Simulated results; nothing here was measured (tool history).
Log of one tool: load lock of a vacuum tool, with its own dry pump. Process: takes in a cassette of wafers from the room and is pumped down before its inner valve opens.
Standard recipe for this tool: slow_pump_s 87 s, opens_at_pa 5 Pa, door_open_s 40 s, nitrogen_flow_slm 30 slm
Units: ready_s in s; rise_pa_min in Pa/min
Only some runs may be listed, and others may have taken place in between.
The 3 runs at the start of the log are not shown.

run	hour	slow_pump_s	opens_at_pa	door_open_s	nitrogen_flow_slm	incoming humidity of the room's air, %	ready_s	rise_pa_min
4	216.1	87	5	40	30	45.9	136.7	0.026
5	278.9	87	5	40	30	44.9	135.9	0.024
6	386.4	87	5	40	30	47.4	136.7	0.02
7	439.6	87	5	40	30	42.5	137.2	0.017
8	494	87	5	40	30	44.3	136.6	0.027
9	588.6	86	5	40	30	42.2	136.2	0.029
10	699.4	87	5	40	30	43.4	136.8	0.029
11	767.3	87	5	40	31	44.8	136	0.023
12	851.3	73	5	40	30	43.7	124.5	0.024
13	903.2	73	5	40	30	44.5	124	0.025
14	994.4	73	5	40	30	46.5	124.4	0.023
15	1064.9	73	5	40	30	44.1	124.1	0.021
16	1116.9	73	5	40	30	41.9	125	0.024
17	1228.1	87	5	40	30	46.5	137.5	0.025
18	1288.1	87	5	40	30	47.1	136.1	0.029
19	1386.1	87	5	40	30	45.6	138.4	0.02
20	1443.4	87	5	40	30	43.4	135.7	0.018
21	1531.8	66	5	33	30	45.5	116.8	0.02
22	1595	66	5	33	30	45.6	117.4	0.021
23	1677.8	66	5	33	30	42.9	118.5	0.017
24	1795.5	66	5	33	30	48.5	118.3	0.022
25	1879.7	58	5	101	30	47.4	109.7	0.033

Run 26 is up next; what results do you expect?
26	1949.4	61	10	31	10	45.9	?	?

Run 26 came out at ready_s 109.7 s, rise_pa_min 0.032 Pa/min.
If the tool had no hidden condition, the same run with the same run-to-run variation would have returned ready_s 109.7 s, rise_pa_min 0.032 Pa/min.
